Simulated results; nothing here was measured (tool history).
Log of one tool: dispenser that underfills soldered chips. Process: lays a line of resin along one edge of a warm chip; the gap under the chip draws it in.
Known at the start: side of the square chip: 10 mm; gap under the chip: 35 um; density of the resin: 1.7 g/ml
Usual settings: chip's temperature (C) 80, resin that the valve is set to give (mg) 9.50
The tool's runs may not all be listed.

run,hour,chip's temperature (C),resin that the valve is set to give (mg),time until the resin shows at the far edge (s),resin that the valve gave (mg)
1,0.0,80,9.50,236.1,9.21
# hour 2.9: new syringe of resin
2,9.6,80,9.50,233.2,9.03
# hour 14.4: new syringe of resin
3,18.0,80,9.50,206.8,8.90
4,25.2,80,9.50,248.9,8.79
# hour 26.0: new syringe of resin
5,30.9,80,9.50,212.6,8.95
# hour 37.5: new syringe of resin
6,37.5,80,10.53,184.0,9.84
7,42.8,80,10.53,211.0,9.84
8,48.0,80,10.53,238.4,9.82
# hour 49.5: new syringe of resin
9,55.4,80,9.50,221.4,8.79
# hour 61.1: new syringe of resin
10,61.9,80,9.50,195.7,8.76
11,68.6,80,9.50,231.0,8.74
# hour 72.8: new syringe of resin
12,74.9,80,9.50,201.0,8.77
13,79.2,80,9.50,219.6,8.74
# hour 84.2: new syringe of resin
14,84.2,89,9.50,145.7,8.61
15,92.5,85,9.50,199.7,8.51
# hour 95.9: new syringe of resin
16,100.4,80,12.29,210.0,11.09
# hour 104.4: dispensing valve cleaned and set on the balance
# hour 108.7: new syringe of resin
17,108.8,80,12.29,183.9,12.40
18,112.9,73,8.26,268.1,8.22
# hour 120.3: new syringe of resin
19,122.7,73,9.52,254.4,9.44
# hour 132.2: new syringe of resin
20,132.5,76,9.50,219.6,9.27
21,142.0,79,9.50,253.7,9.22
# hour 144.1: new syringe of resin
22,149.0,87,11.45,172.2,11.14
# hour 155.5: new syringe of resin
23,159.0,68,11.10,309.4,10.78
# hour 166.9: new syringe of resin
24,167.9,80,9.62,192.7,9.26
25,177.1,80,9.62,246.4,9.18
# hour 178.4: new syringe of resin
26,183.1,91,11.67,149.8,11.14
27,187.6,91,11.67,166.8,11.24
# hour 190.0: new syringe of resin
28,193.5,77,11.87,226.6,11.34
29,200.0,77,11.87,265.1,11.28
# hour 201.6: new syringe of resin
30,204.2,80,10.87,195.7,10.33
31,212.0,75,10.87,286.9,10.12
# hour 213.1: new syringe of resin
32,217.1,78,11.95,221.3,11.31
# hour 225.0: new syringe of resin
33,225.0,75,10.59,221.5,9.78
34,233.6,80,11.94,234.4,11.05

The same runs without the tool's hidden state, with the same run-to-run variation:
The hidden state here: resin's viscosity, % of fresh resin's; dose that the valve gives, % of what is set; true chip temperature over the reading, C; drift of the gauge itself on fill_s, %; drift of the gauge itself on given_mg, %.
run,time until the resin shows at the far edge (s),resin that the valve gave (mg)
1,184.9,9.64
2,188.6,9.51
3,184.3,9.42
4,184.8,9.34
5,183.3,9.54
6,184.5,10.53
7,184.7,10.56
8,182.9,10.57
9,185.5,9.50
10,185.3,9.51
11,184.6,9.52
12,185.7,9.59
13,181.8,9.59
14,142.4,9.48
15,158.1,9.42
16,180.4,12.33
17,182.0,12.42
18,239.0,8.25
19,233.0,9.53
20,211.3,9.41
21,191.8,9.41
22,146.6,11.41
23,275.8,11.11
24,182.7,9.59
25,184.5,9.55
26,129.5,11.63
27,128.7,11.77
28,200.6,11.92
29,199.1,11.90
30,180.4,10.92
31,216.4,10.76
32,194.1,12.05
33,215.6,10.48
34,183.8,11.90
